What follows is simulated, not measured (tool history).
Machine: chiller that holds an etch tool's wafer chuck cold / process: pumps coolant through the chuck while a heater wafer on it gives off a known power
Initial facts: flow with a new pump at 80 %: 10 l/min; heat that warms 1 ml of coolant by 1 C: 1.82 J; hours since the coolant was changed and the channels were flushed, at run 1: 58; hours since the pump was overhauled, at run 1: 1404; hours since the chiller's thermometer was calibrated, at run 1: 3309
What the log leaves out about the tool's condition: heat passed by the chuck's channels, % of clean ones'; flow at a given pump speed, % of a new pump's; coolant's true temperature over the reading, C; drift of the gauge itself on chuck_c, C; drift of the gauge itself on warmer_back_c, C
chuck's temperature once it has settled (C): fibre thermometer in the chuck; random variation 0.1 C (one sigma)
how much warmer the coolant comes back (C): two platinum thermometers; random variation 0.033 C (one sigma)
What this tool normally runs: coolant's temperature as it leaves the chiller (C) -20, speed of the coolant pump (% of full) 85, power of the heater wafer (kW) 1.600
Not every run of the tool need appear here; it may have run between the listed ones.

run	day	coolant's temperature as it leaves the chiller (C)	speed of the coolant pump (% of full)	power of the heater wafer (kW)	hours since the coolant was changed and the channels were flushed	hours since the pump was overhauled	hours since the chiller's thermometer was calibrated	chuck's temperature once it has settled (C)	how much warmer the coolant comes back (C)
1	0.000	-20	85	1.600	58	1404	3309	-2.8	5.34
2	5.350	-20	85	1.600	186	1532	3438	-2.6	5.37
3	9.996	-20	85	1.600	297	1643	3549	-2.4	5.37
4	13.779	-20	85	1.600	388	1734	3640	-2.2	5.36
# day 17.721: chiller's thermometer calibrated
5	17.796	-13	85	1.600	484	1830	2	4.4	5.44
6	22.854	-13	85	1.600	605	1951	123	4.3	5.47
7	27.550	-13	85	1.600	718	2064	236	4.5	5.52
8	31.779	-13	85	1.600	819	2165	337	4.7	5.53
9	36.529	-13	85	1.600	933	2279	451	4.9	5.55
10	38.996	-20	85	1.710	992	2339	511	-0.8	5.89
11	42.346	-20	85	1.710	1073	2419	591	-0.8	5.99
12	44.892	-20	85	1.710	1134	2480	652	-0.4	6.01
13	49.942	-19	93	1.488	1255	2601	773	-2.7	4.74
14	55.667	-19	93	1.488	1393	2739	911	-2.3	4.82
15	58.750	-17	95	1.488	1467	2813	985	-0.4	4.70
16	64.700	-18	84	1.991	1609	2955	1128	5.9	7.18
17	70.538	-23	63	1.600	1749	3095	1268	0.0	8.04
18	74.117	-17	85	1.702	1835	3181	1353	3.6	6.15
19	77.725	-27	85	1.321	1922	3268	1440	-10.7	4.89
20	80.279	-13	79	1.777	1983	3329	1501	9.9	7.07
21	83.933	-14	74	0.911	2071	3417	1589	-1.5	3.90
22	87.221	-29	60	1.284	2150	3496	1668	-9.1	7.00
23	91.121	-29	95	1.160	2243	3589	1762	-15.0	3.82

3 ways to go on from here, each from the tool as it stands after run 23. What would each give?
A	96.442	-25	85	2.047	2371	3717	1889	?	?
B	96.442	-20	94	1.441	2371	3717	1889	?	?
C	96.442	-19	63	1.294	2371	3717	1889	?	?

run	chuck's temperature once it has settled (C)	how much warmer the coolant comes back (C)
A	1.2	7.63
B	-2.4	4.79
C	0.9	6.65
With no hidden state in the tool, these same runs would have given:
run	chuck's temperature once it has settled (C)	how much warmer the coolant comes back (C)
A	-4.9	6.30
B	-6.6	3.96
C	-3.7	5.50
